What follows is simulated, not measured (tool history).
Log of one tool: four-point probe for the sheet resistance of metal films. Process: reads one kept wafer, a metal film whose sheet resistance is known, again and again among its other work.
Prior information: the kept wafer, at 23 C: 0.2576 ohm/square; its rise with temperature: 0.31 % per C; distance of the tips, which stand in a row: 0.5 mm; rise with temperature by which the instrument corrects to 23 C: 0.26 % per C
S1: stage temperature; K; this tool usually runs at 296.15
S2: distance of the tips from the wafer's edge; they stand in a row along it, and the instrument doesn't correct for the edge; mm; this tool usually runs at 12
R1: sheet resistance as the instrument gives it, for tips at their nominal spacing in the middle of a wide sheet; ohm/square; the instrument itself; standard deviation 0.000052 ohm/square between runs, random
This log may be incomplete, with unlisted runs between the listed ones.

{"run": 1, "day": 0.0, "S1": 296.15, "S2": 12, "R1": 0.258104}
{"run": 2, "day": 1.904, "S1": 296.15, "S2": 20, "R1": 0.25793}
{"run": 3, "day": 3.529, "S1": 296.15, "S2": 20, "R1": 0.25802}
{"run": 4, "day": 6.521, "S1": 296.15, "S2": 12, "R1": 0.258054}
{"run": 5, "day": 8.9, "S1": 296.15, "S2": 23, "R1": 0.257864}
{"run": 6, "day": 11.579, "S1": 296.15, "S2": 23, "R1": 0.257774}
{"run": 7, "day": 14.338, "S1": 296.15, "S2": 23, "R1": 0.257837}
{"run": 8, "day": 16.812, "S1": 299.15, "S2": 52, "R1": 0.258155}
{"run": 9, "day": 18.946, "S1": 298.15, "S2": 37, "R1": 0.258051}
{"run": 10, "day": 21.662, "S1": 304.15, "S2": 46, "R1": 0.258632}
{"run": 11, "day": 23.954, "S1": 304.15, "S2": 5, "R1": 0.260061}

5 ways to go on from here, each from the tool as it stands after run 11. What would each give?
{"run": "A", "day": 25.654, "S1": 292.15, "S2": 12, "R1": "?"}
{"run": "B", "day": 25.654, "S1": 301.15, "S2": 22, "R1": "?"}
{"run": "C", "day": 25.654, "S1": 307.15, "S2": 5, "R1": "?"}
{"run": "D", "day": 25.654, "S1": 299.15, "S2": 45, "R1": "?"}
{"run": "E", "day": 25.654, "S1": 297.15, "S2": 69, "R1": "?"}

run=A R1=0.257422
run=B R1=0.258399
run=C R1=0.260308
run=D R1=0.258109
run=E R1=0.257881
The same runs, with their run-to-run variation unchanged, on a tool lacking any hidden condition would have given:
run=A R1=0.257321
run=B R1=0.258306
run=C R1=0.260219
run=D R1=0.258014
run=E R1=0.257785

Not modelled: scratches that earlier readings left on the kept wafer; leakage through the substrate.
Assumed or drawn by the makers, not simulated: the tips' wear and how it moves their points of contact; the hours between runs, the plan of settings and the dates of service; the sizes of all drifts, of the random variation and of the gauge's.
